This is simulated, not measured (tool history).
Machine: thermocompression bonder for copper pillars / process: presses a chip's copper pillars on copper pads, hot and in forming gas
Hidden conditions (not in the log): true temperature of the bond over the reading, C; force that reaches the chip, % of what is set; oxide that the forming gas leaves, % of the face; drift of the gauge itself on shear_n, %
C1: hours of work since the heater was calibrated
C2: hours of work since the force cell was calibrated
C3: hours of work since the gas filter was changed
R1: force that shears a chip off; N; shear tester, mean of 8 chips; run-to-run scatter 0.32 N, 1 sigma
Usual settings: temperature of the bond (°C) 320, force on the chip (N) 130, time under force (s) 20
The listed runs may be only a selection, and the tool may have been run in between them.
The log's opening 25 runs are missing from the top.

run 26 hour=774.2 | temperature_of_the_bond_(°C)=342 force_on_the_chip_(N)=109 time_under_force_(s)=27 | C1=463 C2=1679 C3=222 | R1=58.8
run 27 hour=795.9 | temperature_of_the_bond_(°C)=342 force_on_the_chip_(N)=109 time_under_force_(s)=27 | C1=481 C2=1696 C3=239 | R1=58.4
run 28 hour=828 | temperature_of_the_bond_(°C)=320 force_on_the_chip_(N)=144 time_under_force_(s)=50 | C1=506 C2=1721 C3=264 | R1=71.4
run 29 hour=865.4 | temperature_of_the_bond_(°C)=340 force_on_the_chip_(N)=130 time_under_force_(s)=20 | C1=536 C2=1751 C3=294 | R1=57.1
-- hour=876.2 forming gas filter changed
run 30 hour=890.4 | temperature_of_the_bond_(°C)=340 force_on_the_chip_(N)=101 time_under_force_(s)=51 | C1=555 C2=1770 C3=11 | R1=73.9
run 31 hour=916.5 | temperature_of_the_bond_(°C)=340 force_on_the_chip_(N)=101 time_under_force_(s)=51 | C1=576 C2=1791 C3=32 | R1=74.1
run 32 hour=948.7 | temperature_of_the_bond_(°C)=338 force_on_the_chip_(N)=152 time_under_force_(s)=17 | C1=601 C2=1816 C3=57 | R1=63.4
run 33 hour=982.1 | temperature_of_the_bond_(°C)=339 force_on_the_chip_(N)=125 time_under_force_(s)=13 | C1=627 C2=1843 C3=84 | R1=50.5
run 34 hour=1013.5 | temperature_of_the_bond_(°C)=299 force_on_the_chip_(N)=116 time_under_force_(s)=29 | C1=652 C2=1867 C3=108 | R1=46.4
run 35 hour=1039.7 | temperature_of_the_bond_(°C)=299 force_on_the_chip_(N)=116 time_under_force_(s)=29 | C1=673 C2=1888 C3=129 | R1=46.1
-- hour=1071 force cell calibrated
run 36 hour=1071.6 | temperature_of_the_bond_(°C)=299 force_on_the_chip_(N)=99 time_under_force_(s)=23 | C1=697 C2=0 C3=153 | R1=38.6
run 37 hour=1094.8 | temperature_of_the_bond_(°C)=300 force_on_the_chip_(N)=192 time_under_force_(s)=20 | C1=715 C2=19 C3=171 | R1=57.8
run 38 hour=1138.5 | temperature_of_the_bond_(°C)=297 force_on_the_chip_(N)=95 time_under_force_(s)=20 | C1=750 C2=53 C3=206 | R1=34.1
run 39 hour=1164.4 | temperature_of_the_bond_(°C)=297 force_on_the_chip_(N)=95 time_under_force_(s)=20 | C1=770 C2=74 C3=227 | R1=33.9
run 40 hour=1186.1 | temperature_of_the_bond_(°C)=327 force_on_the_chip_(N)=125 time_under_force_(s)=49 | C1=787 C2=91 C3=244 | R1=71.8

Alternative continuations, all from the tool just after run 40; predict every row:
run A hour=1219.4 | temperature_of_the_bond_(°C)=327 force_on_the_chip_(N)=109 time_under_force_(s)=12 | C1=814 C2=117 C3=270 | R1=?
run B hour=1219.4 | temperature_of_the_bond_(°C)=347 force_on_the_chip_(N)=130 time_under_force_(s)=20 | C1=814 C2=117 C3=270 | R1=?
run C hour=1219.4 | temperature_of_the_bond_(°C)=308 force_on_the_chip_(N)=129 time_under_force_(s)=51 | C1=814 C2=117 C3=270 | R1=?

run=A R1=38.8
run=B R1=61.7
run=C R1=64.7
What these runs would have given with no unlogged condition in the tool:
run=A R1=42.5
run=B R1=67.6
run=C R1=70.9
